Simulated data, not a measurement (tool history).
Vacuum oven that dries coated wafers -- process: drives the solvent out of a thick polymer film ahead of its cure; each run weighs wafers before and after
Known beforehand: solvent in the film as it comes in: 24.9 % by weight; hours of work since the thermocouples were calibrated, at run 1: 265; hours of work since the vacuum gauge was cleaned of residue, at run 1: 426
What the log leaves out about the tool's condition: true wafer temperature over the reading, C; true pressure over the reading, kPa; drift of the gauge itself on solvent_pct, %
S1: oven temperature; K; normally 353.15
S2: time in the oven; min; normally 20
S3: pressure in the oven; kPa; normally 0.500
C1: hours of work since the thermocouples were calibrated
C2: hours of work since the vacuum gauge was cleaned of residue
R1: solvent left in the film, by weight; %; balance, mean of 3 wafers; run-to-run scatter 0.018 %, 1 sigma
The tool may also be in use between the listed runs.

Run 1, hour 0.0: usual settings; C1 265; C2 426. Result: R1 0.90 %.
Run 2, hour 56.9: usual settings but S1 359.15 K; C1 298; C2 460. Result: R1 0.26 %.
Run 3, hour 114.2: usual settings but S2 15 min; C1 333; C2 494. Result: R1 1.81 %.
Run 4, hour 151.3: usual settings but S2 15 min; C1 355; C2 516. Result: R1 1.78 %.
Run 5, hour 188.6: usual settings but S2 15 min; C1 377; C2 538. Result: R1 1.78 %.
Run 6, hour 238.6: usual settings but S2 15 min; C1 407; C2 568. Result: R1 1.79 %.
Run 7, hour 297.4: usual settings but S2 15 min; C1 442; C2 603. Result: R1 1.77 %.
Run 8, hour 374.8: usual settings but S2 15 min; C1 488; C2 649. Result: R1 1.74 %.
Run 9, hour 451.1: usual settings but S2 15 min; C1 533; C2 694. Result: R1 1.73 %.
Run 10, hour 520.5: usual settings but S2 15 min; C1 574; C2 735. Result: R1 1.73 %.
Run 11, hour 583.8: usual settings but S2 15 min; C1 612; C2 773. Result: R1 1.75 %.
Run 12, hour 651.9: usual settings but S2 15 min; C1 652; C2 813. Result: R1 1.72 %.
Run 13, hour 717.3: usual settings but S1 362.15 K, S2 15 min; C1 691; C2 852. Result: R1 0.35 %.
Run 14, hour 773.6: usual settings; C1 725; C2 886. Result: R1 0.82 %.
Run 15, hour 824.3: usual settings; C1 755; C2 916. Result: R1 0.82 %.
Run 16, hour 895.3: usual settings; C1 797; C2 958. Result: R1 0.79 %.
Run 17, hour 969.5: usual settings; C1 841; C2 1002. Result: R1 0.80 %.
Run 18, hour 1007.7: usual settings; C1 864; C2 1025. Result: R1 0.81 %.
Run 19, hour 1046.1: usual settings; C1 887; C2 1048. Result: R1 0.81 %.
Run 20, hour 1099.8: usual settings but S1 351.15 K; C1 919; C2 1080. Result: R1 1.13 %.
Run 21, hour 1172.0: usual settings; C1 962; C2 1123. Result: R1 0.80 %.
Run 22, hour 1220.2: usual settings; C1 990; C2 1151. Result: R1 0.80 %.
At hour 1261.1: oven's thermocouples calibrated.
Run 23, hour 1300.5: usual settings; C1 23; C2 1198. Result: R1 1.11 %.
Run 24, hour 1333.7: usual settings but S1 348.15 K, S2 11 min, S3 1.623 kPa; C1 43; C2 1218. Result: R1 6.22 %.
Run 25, hour 1379.6: usual settings but S1 351.15 K, S2 33 min; C1 70; C2 1245. Result: R1 0.43 %.
Run 26, hour 1420.8: usual settings but S1 343.15 K, S2 33 min, S3 0.299 kPa; C1 95; C2 1270. Result: R1 1.53 %.
Run 27, hour 1502.1: usual settings but S1 343.15 K, S2 33 min, S3 0.299 kPa; C1 143; C2 1318. Result: R1 1.51 %.
Run 28, hour 1576.5: usual settings but S1 367.15 K, S2 11 min, S3 0.299 kPa; C1 188; C2 1362. Result: R1 0.42 %.
At hour 1585.0: vacuum gauge cleaned of residue and calibrated.
Run 29, hour 1649.4: usual settings but S1 367.15 K, S2 11 min, S3 0.872 kPa; C1 230; C2 38. Result: R1 0.57 %.
Run 30, hour 1716.2: usual settings but S1 358.15 K, S2 30 min, S3 0.872 kPa; C1 270; C2 78. Result: R1 0.30 %.
Run 31, hour 1786.1: usual settings but S1 352.15 K, S2 13 min, S3 0.872 kPa; C1 311; C2 120. Result: R1 3.18 %.
Run 32, hour 1833.8: usual settings but S1 352.15 K, S2 22 min, S3 1.991 kPa; C1 340; C2 148. Result: R1 1.43 %.
At hour 1869.0: vacuum gauge cleaned of residue and calibrated, once more.
Run 33, hour 1914.5: usual settings but S1 359.15 K, S2 27 min, S3 0.854 kPa; C1 387; C2 27. Result: R1 0.26 %.
Run 34, hour 1966.7: usual settings but S1 359.15 K, S2 27 min, S3 0.854 kPa; C1 418; C2 58. Result: R1 0.22 %.
Run 35, hour 2046.9: usual settings but S1 359.15 K, S2 27 min, S3 0.854 kPa; C1 466; C2 106. Result: R1 0.23 %.
Run 36, hour 2083.7: usual settings but S1 357.15 K, S2 19 min, S3 0.983 kPa; C1 487; C2 128. Result: R1 0.64 %.
Run 37, hour 2130.4: usual settings but S1 347.15 K, S2 29 min, S3 0.983 kPa; C1 515; C2 155. Result: R1 1.18 %.
Run 38, hour 2211.8: usual settings but S2 14 min; C1 564; C2 204. Result: R1 2.21 %.
Run 39, hour 2282.9: usual settings but S1 366.15 K, S2 13 min, S3 0.443 kPa; C1 606; C2 246. Result: R1 0.31 %.
Run 40, hour 2357.7: usual settings but S1 366.15 K, S2 13 min, S3 0.443 kPa; C1 650; C2 291. Result: R1 0.28 %.
Run 41, hour 2408.5: usual settings but S1 366.15 K, S2 13 min, S3 0.443 kPa; C1 681; C2 321. Result: R1 0.31 %.

The logged runs with the hidden state left out (each run's random variation unchanged):
run    R1
  1  0.99
  2  0.29
  3  1.97
  4  1.95
  5  1.95
  6  1.97
  7  1.96
  8  1.94
  9  1.94
 10  1.95
 11  1.98
 12  1.95
 13  0.41
 14  0.96
 15  0.97
 16  0.94
 17  0.95
 18  0.97
 19  0.97
 20  1.36
 21  0.97
 22  0.97
 23  1.00
 24  6.01
 25  0.36
 26  1.40
 27  1.39
 28  0.38
 29  0.51
 30  0.24
 31  3.09
 32  1.35
 33  0.25
 34  0.22
 35  0.23
 36  0.64
 37  1.19
 38  2.25
 39  0.31
 40  0.29
 41  0.32
